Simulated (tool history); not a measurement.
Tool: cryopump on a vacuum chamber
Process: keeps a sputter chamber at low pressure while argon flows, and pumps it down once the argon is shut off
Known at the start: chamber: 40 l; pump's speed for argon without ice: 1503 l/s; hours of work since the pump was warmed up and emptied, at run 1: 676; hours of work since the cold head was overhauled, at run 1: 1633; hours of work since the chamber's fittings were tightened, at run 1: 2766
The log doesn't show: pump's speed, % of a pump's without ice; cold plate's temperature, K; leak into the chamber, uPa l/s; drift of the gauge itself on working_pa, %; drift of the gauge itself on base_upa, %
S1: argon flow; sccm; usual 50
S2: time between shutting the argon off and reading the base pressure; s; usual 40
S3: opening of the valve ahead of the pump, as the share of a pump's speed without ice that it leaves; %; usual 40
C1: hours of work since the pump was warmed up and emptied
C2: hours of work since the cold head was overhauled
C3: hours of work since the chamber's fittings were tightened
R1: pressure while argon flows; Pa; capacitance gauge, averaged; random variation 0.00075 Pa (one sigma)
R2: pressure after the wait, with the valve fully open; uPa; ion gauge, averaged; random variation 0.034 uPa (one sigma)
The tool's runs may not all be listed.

run,hour,S1,S2,S3,C1,C2,C3,R1,R2
1,0,50,40,40,676,1633,2766,0.1484,4.16
2,88.7,50,40,40,712,1669,2802,0.1476,4.37
3,144.9,50,93,40,734,1691,2824,0.1484,3.27
4,264.4,50,22,40,782,1739,2873,0.1479,5.66
5,314.9,50,40,17,803,1760,2893,0.3393,4.32
6,409.2,50,40,17,841,1798,2931,0.3405,4.23
7,488.9,50,40,17,873,1830,2963,0.3389,4.3
8,552.4,41,38,29,898,1855,2988,0.1673,4.69
9,624.5,41,38,29,927,1884,3017,0.1677,4.65
# hour 645.4: pump warmed up, emptied and cooled again
10,717.2,37,28,42,29,1920,3053,0.1007,4.71
11,783.6,42,50,21,56,1946,3079,0.2271,3.83
12,886.6,42,50,21,97,1988,3121,0.2272,3.88
13,986.7,50,145,24,137,2028,3161,0.2354,3.04
14,1089.3,50,145,24,179,2069,3202,0.2355,3.12

Forecast each of these 5 alternatives for the next run:
A,1138.7,20,73,44,198,2089,3222,?,?
B,1138.7,50,20,40,198,2089,3222,?,?
C,1138.7,24,40,40,198,2089,3222,?,?
D,1138.7,67,131,40,198,2089,3222,?,?
E,1138.7,21,145,41,198,2089,3222,?,?

run,R1,R2
A,0.0518,3.65
B,0.1439,5.78
C,0.0695,4.35
D,0.1924,3.19
E,0.0592,3.02
Without the tool's hidden state the same runs would have given:
run,R1,R2
A,0.0507,1.13
B,0.1412,3.37
C,0.0682,1.84
D,0.1888,0.72
E,0.0581,0.6
